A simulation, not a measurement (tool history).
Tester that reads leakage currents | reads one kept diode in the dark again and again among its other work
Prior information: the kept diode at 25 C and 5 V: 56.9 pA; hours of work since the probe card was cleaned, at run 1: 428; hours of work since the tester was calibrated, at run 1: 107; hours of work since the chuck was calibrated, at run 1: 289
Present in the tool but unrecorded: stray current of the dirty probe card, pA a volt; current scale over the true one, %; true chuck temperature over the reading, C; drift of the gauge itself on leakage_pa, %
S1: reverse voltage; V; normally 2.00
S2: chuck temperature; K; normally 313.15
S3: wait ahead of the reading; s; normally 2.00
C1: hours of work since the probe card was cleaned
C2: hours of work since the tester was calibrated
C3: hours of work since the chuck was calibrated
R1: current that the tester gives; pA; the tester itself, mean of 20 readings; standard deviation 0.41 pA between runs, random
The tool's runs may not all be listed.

{"run": 1, "day": 0.0, "S1": 2.0, "S2": 313.15, "S3": 2.0, "C1": 428, "C2": 107, "C3": 289, "R1": 138.01}
{"run": 2, "day": 3.133, "S1": 2.0, "S2": 313.15, "S3": 2.0, "C1": 461, "C2": 141, "C3": 322, "R1": 137.3}
{"run": 3, "day": 6.458, "S1": 2.0, "S2": 313.15, "S3": 2.0, "C1": 496, "C2": 176, "C3": 358, "R1": 137.95}
{"run": 4, "day": 9.662, "S1": 2.0, "S2": 313.15, "S3": 2.0, "C1": 530, "C2": 210, "C3": 392, "R1": 138.52}
{"run": 5, "day": 13.004, "S1": 15.02, "S2": 313.15, "S3": 2.0, "C1": 566, "C2": 245, "C3": 427, "R1": 441.24}
{"run": 6, "day": 17.438, "S1": 2.0, "S2": 325.15, "S3": 2.0, "C1": 613, "C2": 292, "C3": 474, "R1": 381.42}
{"run": 7, "day": 20.975, "S1": 2.0, "S2": 325.15, "S3": 2.0, "C1": 650, "C2": 330, "C3": 511, "R1": 381.37}
{"run": 8, "day": 24.771, "S1": 2.0, "S2": 325.15, "S3": 2.0, "C1": 690, "C2": 370, "C3": 552, "R1": 385.18}
{"run": 9, "day": 29.054, "S1": 2.0, "S2": 312.15, "S3": 2.0, "C1": 736, "C2": 415, "C3": 597, "R1": 129.24}
{"run": 10, "day": 31.262, "S1": 2.0, "S2": 313.15, "S3": 1.34, "C1": 759, "C2": 439, "C3": 620, "R1": 141.24}
{"run": 11, "day": 34.325, "S1": 2.0, "S2": 313.15, "S3": 1.34, "C1": 792, "C2": 471, "C3": 653, "R1": 140.93}
{"run": 12, "day": 38.429, "S1": 2.0, "S2": 313.15, "S3": 3.62, "C1": 835, "C2": 515, "C3": 696, "R1": 141.66}
{"run": 13, "day": 41.55, "S1": 2.0, "S2": 325.15, "S3": 3.62, "C1": 868, "C2": 548, "C3": 730, "R1": 387.99}
{"run": 14, "day": 45.383, "S1": 2.0, "S2": 313.15, "S3": 1.04, "C1": 909, "C2": 588, "C3": 770, "R1": 143.17}
{"run": 15, "day": 47.55, "S1": 2.0, "S2": 313.15, "S3": 1.12, "C1": 932, "C2": 611, "C3": 793, "R1": 142.69}
{"run": 16, "day": 49.892, "S1": 2.0, "S2": 313.15, "S3": 3.07, "C1": 957, "C2": 636, "C3": 818, "R1": 142.18}
{"run": 17, "day": 52.433, "S1": 2.0, "S2": 312.15, "S3": 2.0, "C1": 984, "C2": 663, "C3": 845, "R1": 132.0}
{"run": 18, "day": 55.25, "S1": 2.0, "S2": 327.15, "S3": 2.0, "C1": 1013, "C2": 693, "C3": 875, "R1": 457.38}
{"run": 19, "day": 60.154, "S1": 2.0, "S2": 313.15, "S3": 2.41, "C1": 1065, "C2": 745, "C3": 927, "R1": 144.41}
{"run": 20, "day": 64.058, "S1": 2.0, "S2": 313.15, "S3": 2.0, "C1": 1107, "C2": 786, "C3": 968, "R1": 144.03}
{"run": 21, "day": 68.458, "S1": 1.13, "S2": 313.15, "S3": 8.86, "C1": 1153, "C2": 833, "C3": 1015, "R1": 104.55}
{"run": 22, "day": 71.717, "S1": 2.0, "S2": 327.15, "S3": 1.34, "C1": 1188, "C2": 867, "C3": 1049, "R1": 462.31}
{"run": 23, "day": 76.179, "S1": 2.0, "S2": 327.15, "S3": 0.55, "C1": 1235, "C2": 915, "C3": 1097, "R1": 464.9}
{"run": 24, "day": 79.396, "S1": 5.45, "S2": 332.15, "S3": 0.52, "C1": 1269, "C2": 949, "C3": 1131, "R1": 1218.59}
{"run": 25, "day": 81.792, "S1": 5.45, "S2": 332.15, "S3": 0.52, "C1": 1295, "C2": 974, "C3": 1156, "R1": 1221.93}
{"run": 26, "day": 85.679, "S1": 1.1, "S2": 323.15, "S3": 8.06, "C1": 1336, "C2": 1015, "C3": 1197, "R1": 241.3}
{"day": 86.029, "done": "tester calibrated"}
{"run": 27, "day": 89.696, "S1": 1.1, "S2": 323.15, "S3": 8.06, "C1": 1378, "C2": 39, "C3": 1239, "R1": 242.16}
{"run": 28, "day": 94.571, "S1": 2.0, "S2": 296.15, "S3": 1.44, "C1": 1429, "C2": 91, "C3": 1291, "R1": 32.8}
{"run": 29, "day": 96.804, "S1": 3.76, "S2": 314.15, "S3": 1.04, "C1": 1453, "C2": 114, "C3": 1314, "R1": 231.81}
{"day": 98.667, "done": "tester calibrated, once more"}
{"run": 30, "day": 100.646, "S1": 13.5, "S2": 296.15, "S3": 0.94, "C1": 1493, "C2": 21, "C3": 1354, "R1": 107.08}
{"run": 31, "day": 105.125, "S1": 5.31, "S2": 313.15, "S3": 2.0, "C1": 1540, "C2": 68, "C3": 1402, "R1": 261.29}
{"run": 32, "day": 109.808, "S1": 5.31, "S2": 313.15, "S3": 2.0, "C1": 1590, "C2": 118, "C3": 1451, "R1": 262.97}
{"run": 33, "day": 112.692, "S1": 5.31, "S2": 313.15, "S3": 2.0, "C1": 1620, "C2": 149, "C3": 1482, "R1": 263.33}
{"run": 34, "day": 115.654, "S1": 7.08, "S2": 317.15, "S3": 2.0, "C1": 1652, "C2": 180, "C3": 1513, "R1": 433.45}
{"run": 35, "day": 118.667, "S1": 2.39, "S2": 301.15, "S3": 1.51, "C1": 1684, "C2": 212, "C3": 1545, "R1": 58.37}
{"run": 36, "day": 122.767, "S1": 2.0, "S2": 301.15, "S3": 8.49, "C1": 1727, "C2": 255, "C3": 1589, "R1": 52.45}
{"run": 37, "day": 126.204, "S1": 2.0, "S2": 301.15, "S3": 8.49, "C1": 1764, "C2": 292, "C3": 1625, "R1": 53.08}
{"run": 38, "day": 128.65, "S1": 2.0, "S2": 300.15, "S3": 0.52, "C1": 1790, "C2": 318, "C3": 1651, "R1": 48.78}
{"run": 39, "day": 130.896, "S1": 2.0, "S2": 300.15, "S3": 0.36, "C1": 1813, "C2": 342, "C3": 1675, "R1": 48.74}

Take each entry between the runs: how does the hidden state at the last listed run before it differ from the hidden state at the first listed run after it?
Runs 26 to 27: tester calibrated (day 86.029)
  stray current of the dirty probe card, pA a volt: 1.103 -> 1.136; current scale over the true one, %: 0.21 -> 0.32; true chuck temperature over the reading, C: 0.8 -> 0.83
  measured value less the no-hidden-state value, R1: +17.00 -> +17.85 pA
Runs 29 to 30: tester calibrated, once more (day 98.667)
  stray current of the dirty probe card, pA a volt: 1.198 -> 1.232; current scale over the true one, %: 0.33 -> -0.08; true chuck temperature over the reading, C: 0.89 -> 0.92
  measured value less the no-hidden-state value, R1: +21.95 -> +23.95 pA
